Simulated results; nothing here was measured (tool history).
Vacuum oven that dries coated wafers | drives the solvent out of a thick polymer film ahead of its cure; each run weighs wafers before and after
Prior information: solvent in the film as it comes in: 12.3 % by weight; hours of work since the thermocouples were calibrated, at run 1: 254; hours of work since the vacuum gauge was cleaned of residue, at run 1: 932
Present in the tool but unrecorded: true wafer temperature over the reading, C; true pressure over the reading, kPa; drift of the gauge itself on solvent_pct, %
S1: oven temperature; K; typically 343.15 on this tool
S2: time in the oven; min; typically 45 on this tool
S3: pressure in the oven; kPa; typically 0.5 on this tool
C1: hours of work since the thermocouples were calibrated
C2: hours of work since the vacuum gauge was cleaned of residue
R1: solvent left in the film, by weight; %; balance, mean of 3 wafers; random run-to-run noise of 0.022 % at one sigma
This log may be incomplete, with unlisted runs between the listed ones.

run    hour      S1  S2     S3    C1   C2    R1
  1       0  343.15  45    0.5   254  932  2.85
  2    75.4  343.15  45    0.5   312  989  2.89
      128.6  -- vacuum gauge cleaned of residue and calibrated
  3   143.3  343.15  45    0.5   363   11  2.85
  4   210.6  343.15  45    0.5   414   63  2.86
  5     254  343.15  45    0.5   447   96  2.86
  6   329.5  334.15  45    0.5   505  154  4.36
  7   371.2  334.15  45    0.5   537  186  4.33
  8   452.7  334.15  45    0.5   599  248  4.32
  9   524.5  334.15  45    0.5   654  303  4.33
 10   590.5  343.15  45    0.5   705  353  2.82
 11   664.6  343.15  45    0.5   761  410  2.82
 12   712.5  343.15  45    0.5   798  447  2.83
 13   751.7  329.15  24  0.612   828  477  7.18
 14   824.4  332.15  34  0.615   884  532  5.73
 15   883.3  343.15  68  1.309   929  577  2.22
 16   928.7  348.15  30  0.295   963  612   3.3
 17  1012.6  348.15  25  0.295  1028  676  3.93
 18  1076.6  348.15  25  0.295  1077  725  3.94
 19  1156.9  343.15  45  1.114  1138  786  3.21
 20  1230.6  343.15  42  0.864  1194  843  3.27
 21  1266.7  328.15  42  0.362  1222  870  5.54
 22  1332.3  338.15  81    0.5  1272  921   1.8
 23  1400.4  343.15  31  1.613  1324  973  4.83

Alternative continuations, all from the tool just after run 23; predict every row:
     1458.7  -- oven's thermocouples calibrated
  A  1458.7  345.15  37  0.258   0  1016   ?
     1458.7  -- oven's thermocouples calibrated
  B  1458.7  343.15  31  1.743   0  1016   ?
     1458.7  -- oven's thermocouples calibrated
  C  1458.7  333.15  27  1.923   0  1016   ?
     1458.7  -- oven's thermocouples calibrated
  D  1458.7  350.15  60  0.761   0  1016   ?
     1458.7  -- oven's thermocouples calibrated
  E  1458.7  338.15  31  1.613   0  1016   ?

run    R1
  A  3.04
  B  4.84
  C  7.08
  D  1.29
  E  5.74
With the hidden condition removed and each run's random variation left untouched, the same runs would have given:
run    R1
  A  3.02
  B  4.82
  C  7.06
  D  1.28
  E  5.72
